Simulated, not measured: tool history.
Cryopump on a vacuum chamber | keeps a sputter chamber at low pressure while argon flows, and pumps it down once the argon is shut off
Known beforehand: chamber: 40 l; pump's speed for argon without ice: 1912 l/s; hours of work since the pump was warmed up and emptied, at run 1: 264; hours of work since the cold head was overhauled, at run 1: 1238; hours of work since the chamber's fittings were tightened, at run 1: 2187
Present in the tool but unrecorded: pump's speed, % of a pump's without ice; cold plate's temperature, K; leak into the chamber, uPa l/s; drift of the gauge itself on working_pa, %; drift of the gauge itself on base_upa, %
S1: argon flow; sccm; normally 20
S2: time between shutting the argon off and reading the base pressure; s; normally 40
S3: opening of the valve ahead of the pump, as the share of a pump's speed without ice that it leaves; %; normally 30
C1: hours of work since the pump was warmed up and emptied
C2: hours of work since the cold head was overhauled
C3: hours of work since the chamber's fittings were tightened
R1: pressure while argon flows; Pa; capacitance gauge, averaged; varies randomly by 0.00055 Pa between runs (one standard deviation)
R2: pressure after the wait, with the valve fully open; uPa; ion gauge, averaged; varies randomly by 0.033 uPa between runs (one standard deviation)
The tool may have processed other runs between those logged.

run 1 hour=0.0 | S1=20 S2=40 S3=30 | C1=264 C2=1238 C3=2187 | R1=0.0605 R2=3.09
run 2 hour=63.1 | S1=20 S2=40 S3=18 | C1=312 C2=1287 C3=2236 | R1=0.0996 R2=3.02
run 3 hour=114.1 | S1=20 S2=40 S3=30 | C1=351 C2=1326 C3=2275 | R1=0.0595 R2=3.22
-- hour=142.4 leaking fittings of the chamber tightened, without venting
run 4 hour=169.5 | S1=20 S2=40 S3=30 | C1=392 C2=1367 C3=21 | R1=0.0610 R2=1.80
run 5 hour=222.4 | S1=20 S2=40 S3=30 | C1=433 C2=1407 C3=61 | R1=0.0612 R2=1.84
run 6 hour=277.4 | S1=20 S2=169 S3=30 | C1=475 C2=1449 C3=103 | R1=0.0613 R2=0.64
run 7 hour=335.1 | S1=20 S2=40 S3=30 | C1=519 C2=1493 C3=148 | R1=0.0615 R2=1.92
run 8 hour=403.9 | S1=20 S2=40 S3=30 | C1=572 C2=1546 C3=200 | R1=0.0610 R2=1.91
run 9 hour=479.1 | S1=20 S2=40 S3=30 | C1=629 C2=1604 C3=258 | R1=0.0612 R2=1.98
run 10 hour=571.5 | S1=20 S2=40 S3=30 | C1=700 C2=1674 C3=329 | R1=0.0620 R2=2.09
run 11 hour=670.0 | S1=16 S2=40 S3=30 | C1=776 C2=1750 C3=404 | R1=0.0491 R2=2.05
run 12 hour=727.3 | S1=16 S2=40 S3=30 | C1=820 C2=1794 C3=448 | R1=0.0487 R2=2.15
run 13 hour=802.8 | S1=16 S2=40 S3=30 | C1=877 C2=1851 C3=506 | R1=0.0503 R2=2.18
run 14 hour=847.0 | S1=20 S2=40 S3=49 | C1=911 C2=1885 C3=540 | R1=0.0394 R2=2.16
-- hour=930.7 pump warmed up, emptied and cooled again
run 15 hour=935.1 | S1=20 S2=40 S3=49 | C1=3 C2=1949 C3=603 | R1=0.0362 R2=2.11
run 16 hour=983.8 | S1=20 S2=40 S3=49 | C1=41 C2=1986 C3=641 | R1=0.0360 R2=2.13
run 17 hour=1078.0 | S1=20 S2=40 S3=30 | C1=113 C2=2058 C3=713 | R1=0.0600 R2=2.27
run 18 hour=1177.0 | S1=26 S2=23 S3=19 | C1=189 C2=2134 C3=789 | R1=0.1241 R2=3.40
run 19 hour=1268.3 | S1=26 S2=157 S3=20 | C1=259 C2=2204 C3=858 | R1=0.1159 R2=1.10
run 20 hour=1342.7 | S1=27 S2=51 S3=30 | C1=316 C2=2261 C3=915 | R1=0.0807 R2=1.97
run 21 hour=1398.1 | S1=40 S2=56 S3=59 | C1=358 C2=2304 C3=958 | R1=0.0645 R2=1.90
run 22 hour=1471.3 | S1=40 S2=56 S3=59 | C1=414 C2=2360 C3=1014 | R1=0.0642 R2=1.97
run 23 hour=1563.1 | S1=20 S2=89 S3=17 | C1=484 C2=2430 C3=1084 | R1=0.1068 R2=1.62
run 24 hour=1649.0 | S1=12 S2=58 S3=30 | C1=550 C2=2496 C3=1150 | R1=0.0378 R2=2.04
run 25 hour=1732.8 | S1=20 S2=27 S3=15 | C1=614 C2=2560 C3=1214 | R1=0.1201 R2=3.25
run 26 hour=1825.1 | S1=25 S2=216 S3=33 | C1=685 C2=2631 C3=1285 | R1=0.0710 R2=1.33
run 27 hour=1869.6 | S1=25 S2=216 S3=33 | C1=719 C2=2665 C3=1319 | R1=0.0705 R2=1.32
run 28 hour=1913.6 | S1=20 S2=127 S3=20 | C1=753 C2=2698 C3=1353 | R1=0.0913 R2=1.58
run 29 hour=1987.8 | S1=20 S2=127 S3=20 | C1=810 C2=2755 C3=1410 | R1=0.0921 R2=1.68
run 30 hour=2064.8 | S1=20 S2=127 S3=20 | C1=869 C2=2814 C3=1468 | R1=0.0921 R2=1.67
run 31 hour=2112.6 | S1=20 S2=127 S3=20 | C1=905 C2=2851 C3=1505 | R1=0.0921 R2=1.75
run 32 hour=2160.6 | S1=20 S2=127 S3=20 | C1=942 C2=2887 C3=1542 | R1=0.0923 R2=1.78
-- hour=2201.5 pump warmed up, emptied and cooled again
run 33 hour=2227.2 | S1=20 S2=28 S3=18 | C1=20 C2=2935 C3=1589 | R1=0.0989 R2=3.37
run 34 hour=2299.9 | S1=20 S2=28 S3=18 | C1=75 C2=2990 C3=1645 | R1=0.1000 R2=3.53

Alternative continuations, all from the tool just after run 34; predict every row:
run A hour=2375.7 | S1=20 S2=269 S3=18 | C1=133 C2=3048 C3=1703 | R1=? R2=?
run B hour=2375.7 | S1=20 S2=96 S3=18 | C1=133 C2=3048 C3=1703 | R1=? R2=?
run C hour=2375.7 | S1=20 S2=191 S3=20 | C1=133 C2=3048 C3=1703 | R1=? R2=?

run=A R1=0.1002 R2=1.39
run=B R1=0.0989 R2=1.84
run=C R1=0.0896 R2=1.48
Take away the tool's hidden state, keep each run's random variation, and the runs would have read:
run=A R1=0.0991 R2=0.38
run=B R1=0.0978 R2=0.83
run=C R1=0.0885 R2=0.48
